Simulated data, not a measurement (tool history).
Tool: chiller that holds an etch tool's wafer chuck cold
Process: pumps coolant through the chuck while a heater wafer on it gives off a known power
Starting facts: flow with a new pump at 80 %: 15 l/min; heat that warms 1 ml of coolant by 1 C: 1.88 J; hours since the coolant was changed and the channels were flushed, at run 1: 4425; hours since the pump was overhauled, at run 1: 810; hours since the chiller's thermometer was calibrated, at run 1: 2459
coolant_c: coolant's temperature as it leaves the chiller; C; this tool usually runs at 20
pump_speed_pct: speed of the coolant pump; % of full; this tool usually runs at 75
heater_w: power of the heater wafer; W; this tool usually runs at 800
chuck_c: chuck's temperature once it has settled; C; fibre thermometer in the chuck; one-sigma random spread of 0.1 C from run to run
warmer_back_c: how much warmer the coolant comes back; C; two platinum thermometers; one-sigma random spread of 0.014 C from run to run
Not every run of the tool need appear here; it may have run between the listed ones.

| run | hour | coolant_c | pump_speed_pct | heater_w | hours since the coolant was changed and the channels were flushed | hours since the pump was overhauled | hours since the chiller's thermometer was calibrated | chuck_c | warmer_back_c |
|---|---|---|---|---|---|---|---|---|---|
| 1 | 0 | 20 | 75 | 800 | 4425 | 810 | 2459 | 29 | 1.83 |
| 2 | 30.4 | 20 | 75 | 800 | 4455 | 840 | 2490 | 28.9 | 1.88 |
| 3 | 56.3 | 20 | 75 | 800 | 4481 | 866 | 2516 | 29 | 1.93 |
| 4 | 72.1 | 20 | 75 | 800 | 4497 | 882 | 2531 | 28.9 | 1.94 |
| 5 | 95.9 | 20 | 94 | 800 | 4521 | 906 | 2555 | 27.2 | 1.57 |
| 6 | 124.1 | 20 | 94 | 800 | 4549 | 934 | 2583 | 27.6 | 1.6 |
| 7 | 143.6 | 20 | 94 | 800 | 4568 | 953 | 2603 | 27.4 | 1.64 |
| 8 | 172.9 | 12 | 94 | 800 | 4598 | 983 | 2632 | 19.2 | 1.67 |
| 9 | 191.8 | 12 | 94 | 800 | 4617 | 1002 | 2651 | 19.2 | 1.7 |
| 10 | 206.1 | 12 | 94 | 733 | 4631 | 1016 | 2665 | 18.7 | 1.61 |
| 11 | 225.7 | 12 | 94 | 733 | 4651 | 1036 | 2685 | 18.8 | 1.64 |
| 12 | 248 | 12 | 94 | 733 | 4673 | 1058 | 2707 | 18.9 | 1.66 |
| 13 | 270.1 | 12 | 74 | 456 | 4695 | 1080 | 2729 | 17 | 1.44 |
|  | 285.4 | gauge calibrated |
| 14 | 287.5 | 20 | 75 | 434 | 4712 | 1097 | 2747 | 24.7 | 0.99 |
| 15 | 304.8 | 22 | 75 | 727 | 4730 | 1115 | 2764 | 30.1 | 1.7 |
| 16 | 337 | 22 | 67 | 727 | 4762 | 1147 | 2796 | 30.9 | 1.94 |
| 17 | 355.3 | 11 | 72 | 800 | 4780 | 1165 | 2814 | 20.2 | 2 |
| 18 | 369.7 | 20 | 87 | 800 | 4795 | 1180 | 2829 | 28 | 1.67 |
| 19 | 386.2 | 20 | 63 | 807 | 4811 | 1196 | 2845 | 30.3 | 2.37 |
| 20 | 409.6 | 20 | 63 | 807 | 4835 | 1219 | 2869 | 30.3 | 2.4 |
| 21 | 423.7 | 24 | 95 | 902 | 4849 | 1234 | 2883 | 32.2 | 1.79 |
| 22 | 450.6 | 19 | 67 | 476 | 4875 | 1260 | 2910 | 24.6 | 1.44 |
| 23 | 470.9 | 19 | 67 | 476 | 4896 | 1281 | 2930 | 24.6 | 1.48 |
| 24 | 502.5 | 24 | 89 | 505 | 4927 | 1312 | 2962 | 29 | 1.27 |

What if the next run were any one of these 3? Each begins from the tool's condition after run 24:
| A | 534.5 | 14 | 62 | 505 | 4959 | 1344 | 2994 | ? | ? |
| B | 534.5 | 11 | 89 | 437 | 4959 | 1344 | 2994 | ? | ? |
| C | 534.5 | 24 | 80 | 452 | 4959 | 1344 | 2994 | ? | ? |

| run | chuck_c | warmer_back_c |
|---|---|---|
| A | 20.3 | 1.73 |
| B | 15.2 | 1.19 |
| C | 28.9 | 1.31 |
Take away the tool's hidden state, keep each run's random variation, and the runs would have read:
| run | chuck_c | warmer_back_c |
|---|---|---|
| A | 20.3 | 1.38 |
| B | 15.2 | 0.85 |
| C | 28.9 | 0.97 |
